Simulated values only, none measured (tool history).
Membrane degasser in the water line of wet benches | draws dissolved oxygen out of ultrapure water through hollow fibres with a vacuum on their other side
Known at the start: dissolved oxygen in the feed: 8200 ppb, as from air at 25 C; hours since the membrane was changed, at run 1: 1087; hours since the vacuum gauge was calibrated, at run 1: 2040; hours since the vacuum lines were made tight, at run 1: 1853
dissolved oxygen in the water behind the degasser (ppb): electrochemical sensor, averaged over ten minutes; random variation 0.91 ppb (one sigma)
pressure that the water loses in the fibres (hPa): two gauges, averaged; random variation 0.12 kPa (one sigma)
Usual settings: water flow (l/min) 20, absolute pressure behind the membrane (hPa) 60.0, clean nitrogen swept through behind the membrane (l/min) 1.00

run	hour	water flow (l/min)	absolute pressure behind the membrane (hPa)	clean nitrogen swept through behind the membrane (l/min)	hours since the membrane was changed	hours since the vacuum gauge was calibrated	hours since the vacuum lines were made tight	dissolved oxygen in the water behind the degasser (ppb)	pressure that the water loses in the fibres (hPa)
1	0.0	20	60.0	1.00	1087	2040	1853	169.7	395.4
2	59.6	20	60.0	1.00	1147	2099	1912	169.3	395.8
3	103.6	20	60.0	0.59	1191	2143	1956	237.6	394.6
4	165.2	20	60.0	1.00	1252	2205	2018	168.7	393.6
5	214.5	20	60.0	1.00	1302	2254	2067	167.6	394.6
6	274.1	20	60.0	1.00	1361	2314	2127	170.3	395.4
7	316.7	20	60.0	1.00	1404	2356	2169	168.5	396.0
8	372.7	20	60.0	1.00	1460	2412	2225	169.1	395.1
9	439.4	20	60.0	0.65	1527	2479	2292	226.5	393.7
10	475.6	20	60.0	0.65	1563	2515	2328	223.4	392.7
11	516.7	20	60.0	0.65	1604	2556	2369	224.3	394.6
12	578.3	20	60.0	0.65	1665	2618	2431	225.8	392.5
13	611.4	20	60.0	0.65	1698	2651	2464	226.7	394.1
14	641.3	20	60.0	0.65	1728	2681	2494	226.2	394.3
15	675.9	12	69.7	1.21	1763	2716	2528	94.1	236.9
16	714.1	12	69.7	1.21	1801	2754	2567	93.9	235.7
17	783.4	12	69.7	2.06	1871	2823	2636	58.3	234.7
18	847.9	27	81.3	0.54	1935	2888	2700	579.7	532.8
19	897.7	27	81.3	0.54	1985	2937	2750	574.5	532.1
20	945.2	20	98.6	1.00	2032	2985	2798	335.7	395.2
21	978.1	30	98.6	0.55	2065	3018	2831	815.9	591.4
22	1013.4	18	48.2	1.08	2101	3053	2866	92.0	353.8
23	1075.2	18	48.2	1.08	2162	3115	2928	91.9	352.9
24	1133.2	17	121.3	0.55	2220	3173	2986	569.5	335.1
25	1174.6	28	101.2	0.87	2262	3214	3027	589.2	553.3
26	1236.6	28	101.2	0.86	2324	3276	3089	594.9	552.0

Forecast each of these 4 alternatives for the next run:
A	1279.3	32	42.5	1.00	2366	3319	3132	?	?
B	1279.3	13	87.7	2.73	2366	3319	3132	?	?
C	1279.3	17	72.3	0.94	2366	3319	3132	?	?
D	1279.3	19	42.3	0.60	2366	3319	3132	?	?

run	dissolved oxygen in the water behind the degasser (ppb)	pressure that the water loses in the fibres (hPa)
A	298.7	631.1
B	71.9	256.6
C	186.8	336.5
D	109.0	374.4
Without the tool's hidden state the same runs would have given:
run	dissolved oxygen in the water behind the degasser (ppb)	pressure that the water loses in the fibres (hPa)
A	285.5	626.5
B	69.7	254.7
C	180.5	334.0
D	99.9	371.7
